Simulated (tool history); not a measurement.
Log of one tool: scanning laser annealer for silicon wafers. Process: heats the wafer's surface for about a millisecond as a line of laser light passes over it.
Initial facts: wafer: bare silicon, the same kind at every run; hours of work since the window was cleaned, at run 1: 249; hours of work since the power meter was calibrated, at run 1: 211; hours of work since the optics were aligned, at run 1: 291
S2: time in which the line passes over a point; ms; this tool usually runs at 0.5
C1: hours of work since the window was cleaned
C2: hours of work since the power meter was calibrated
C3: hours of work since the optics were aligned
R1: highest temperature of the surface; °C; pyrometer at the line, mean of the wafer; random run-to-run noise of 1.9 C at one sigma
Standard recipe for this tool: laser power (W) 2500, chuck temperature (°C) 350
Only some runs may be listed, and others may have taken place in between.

run 1 hour=0 | laser_power_(W)=2500 S2=0.5 chuck_temperature_(°C)=350 | C1=249 C2=211 C3=291 | R1=1166
run 2 hour=10.7 | laser_power_(W)=2500 S2=0.5 chuck_temperature_(°C)=350 | C1=256 C2=218 C3=298 | R1=1165
run 3 hour=20.2 | laser_power_(W)=2258 S2=0.5 chuck_temperature_(°C)=350 | C1=262 C2=225 C3=305 | R1=1085
run 4 hour=31.8 | laser_power_(W)=2500 S2=0.441 chuck_temperature_(°C)=350 | C1=270 C2=233 C3=313 | R1=1117
run 5 hour=47.9 | laser_power_(W)=2500 S2=0.5 chuck_temperature_(°C)=350 | C1=282 C2=244 C3=324 | R1=1161
run 6 hour=62.9 | laser_power_(W)=2500 S2=0.5 chuck_temperature_(°C)=350 | C1=292 C2=254 C3=334 | R1=1164
run 7 hour=76.4 | laser_power_(W)=2500 S2=0.373 chuck_temperature_(°C)=350 | C1=301 C2=264 C3=343 | R1=1048
run 8 hour=91.7 | laser_power_(W)=2500 S2=0.373 chuck_temperature_(°C)=350 | C1=312 C2=274 C3=354 | R1=1053
run 9 hour=112.2 | laser_power_(W)=2500 S2=0.5 chuck_temperature_(°C)=385 | C1=326 C2=288 C3=368 | R1=1193
run 10 hour=131.4 | laser_power_(W)=2500 S2=0.5 chuck_temperature_(°C)=385 | C1=339 C2=301 C3=381 | R1=1200
run 11 hour=144 | laser_power_(W)=2500 S2=0.5 chuck_temperature_(°C)=385 | C1=348 C2=310 C3=390 | R1=1195
run 12 hour=156.4 | laser_power_(W)=2500 S2=0.5 chuck_temperature_(°C)=385 | C1=356 C2=319 C3=398 | R1=1196
run 13 hour=169.9 | laser_power_(W)=2500 S2=0.5 chuck_temperature_(°C)=350 | C1=365 C2=328 C3=408 | R1=1162
run 14 hour=191.1 | laser_power_(W)=2500 S2=0.437 chuck_temperature_(°C)=350 | C1=380 C2=342 C3=422 | R1=1106
run 15 hour=201.3 | laser_power_(W)=2500 S2=0.484 chuck_temperature_(°C)=350 | C1=387 C2=349 C3=429 | R1=1147
run 16 hour=221.6 | laser_power_(W)=2500 S2=0.5 chuck_temperature_(°C)=350 | C1=401 C2=363 C3=443 | R1=1162
run 17 hour=238.6 | laser_power_(W)=2500 S2=0.5 chuck_temperature_(°C)=350 | C1=413 C2=375 C3=455 | R1=1159
run 18 hour=258.1 | laser_power_(W)=2500 S2=0.5 chuck_temperature_(°C)=350 | C1=426 C2=389 C3=468 | R1=1162
run 19 hour=277.9 | laser_power_(W)=2500 S2=0.5 chuck_temperature_(°C)=350 | C1=440 C2=402 C3=482 | R1=1158
run 20 hour=296.6 | laser_power_(W)=2500 S2=0.5 chuck_temperature_(°C)=350 | C1=453 C2=415 C3=495 | R1=1162
run 21 hour=305.4 | laser_power_(W)=2500 S2=0.5 chuck_temperature_(°C)=337 | C1=459 C2=421 C3=501 | R1=1149
run 22 hour=323.9 | laser_power_(W)=2197 S2=0.5 chuck_temperature_(°C)=368 | C1=471 C2=434 C3=514 | R1=1080
run 23 hour=333.8 | laser_power_(W)=2157 S2=0.402 chuck_temperature_(°C)=342 | C1=478 C2=441 C3=520 | R1=966
run 24 hour=343.9 | laser_power_(W)=2500 S2=0.435 chuck_temperature_(°C)=360 | C1=485 C2=448 C3=527 | R1=1111
run 25 hour=362.6 | laser_power_(W)=2500 S2=0.435 chuck_temperature_(°C)=355 | C1=498 C2=460 C3=540 | R1=1106
run 26 hour=378.3 | laser_power_(W)=2500 S2=0.435 chuck_temperature_(°C)=355 | C1=509 C2=471 C3=551 | R1=1108
run 27 hour=389.8 | laser_power_(W)=2500 S2=0.435 chuck_temperature_(°C)=355 | C1=517 C2=479 C3=559 | R1=1107
run 28 hour=405 | laser_power_(W)=2232 S2=0.353 chuck_temperature_(°C)=379 | C1=527 C2=490 C3=569 | R1=983
run 29 hour=424.1 | laser_power_(W)=2656 S2=0.488 chuck_temperature_(°C)=346 | C1=540 C2=503 C3=582 | R1=1192
run 30 hour=434.8 | laser_power_(W)=2656 S2=0.488 chuck_temperature_(°C)=346 | C1=548 C2=510 C3=590 | R1=1190
run 31 hour=455.7 | laser_power_(W)=2656 S2=0.488 chuck_temperature_(°C)=346 | C1=562 C2=524 C3=604 | R1=1191
run 32 hour=469.5 | laser_power_(W)=2656 S2=0.392 chuck_temperature_(°C)=388 | C1=571 C2=534 C3=614 | R1=1144
run 33 hour=485.7 | laser_power_(W)=2230 S2=0.394 chuck_temperature_(°C)=350 | C1=583 C2=545 C3=625 | R1=984
-- hour=507.8 window over the wafer cleaned
run 34 hour=508.4 | laser_power_(W)=2718 S2=0.5 chuck_temperature_(°C)=350 | C1=0 C2=559 C3=639 | R1=1249
run 35 hour=525.1 | laser_power_(W)=2246 S2=0.401 chuck_temperature_(°C)=368 | C1=12 C2=571 C3=651 | R1=1033
run 36 hour=535 | laser_power_(W)=2336 S2=0.401 chuck_temperature_(°C)=317 | C1=19 C2=578 C3=657 | R1=1006
run 37 hour=545 | laser_power_(W)=2336 S2=0.401 chuck_temperature_(°C)=317 | C1=26 C2=584 C3=664 | R1=1006
run 38 hour=558.5 | laser_power_(W)=2500 S2=0.397 chuck_temperature_(°C)=321 | C1=35 C2=594 C3=673 | R1=1054
run 39 hour=575.7 | laser_power_(W)=2132 S2=0.524 chuck_temperature_(°C)=372 | C1=47 C2=606 C3=685 | R1=1090
run 40 hour=585.9 | laser_power_(W)=2132 S2=0.524 chuck_temperature_(°C)=372 | C1=54 C2=613 C3=692 | R1=1093
run 41 hour=603 | laser_power_(W)=2308 S2=0.445 chuck_temperature_(°C)=345 | C1=65 C2=624 C3=704 | R1=1063

Results for each run, recomputed without the tool's hidden state and with each run's random variation untouched:
What the log doesn't record here: light that passes the window, % of a clean one's; laser's true power over the reading, %; width of the line over the set one, %; drift of the gauge itself on peak_c, C.
run=1 R1=1174
run=2 R1=1173
run=3 R1=1093
run=4 R1=1125
run=5 R1=1170
run=6 R1=1174
run=7 R1=1057
run=8 R1=1062
run=9 R1=1204
run=10 R1=1211
run=11 R1=1206
run=12 R1=1208
run=13 R1=1174
run=14 R1=1118
run=15 R1=1160
run=16 R1=1176
run=17 R1=1173
run=18 R1=1176
run=19 R1=1173
run=20 R1=1177
run=21 R1=1164
run=22 R1=1094
run=23 R1=978
run=24 R1=1127
run=25 R1=1122
run=26 R1=1124
run=27 R1=1124
run=28 R1=997
run=29 R1=1211
run=30 R1=1210
run=31 R1=1212
run=32 R1=1163
run=33 R1=1000
run=34 R1=1248
run=35 R1=1032
run=36 R1=1005
run=37 R1=1005
run=38 R1=1054
run=39 R1=1090
run=40 R1=1094
run=41 R1=1064

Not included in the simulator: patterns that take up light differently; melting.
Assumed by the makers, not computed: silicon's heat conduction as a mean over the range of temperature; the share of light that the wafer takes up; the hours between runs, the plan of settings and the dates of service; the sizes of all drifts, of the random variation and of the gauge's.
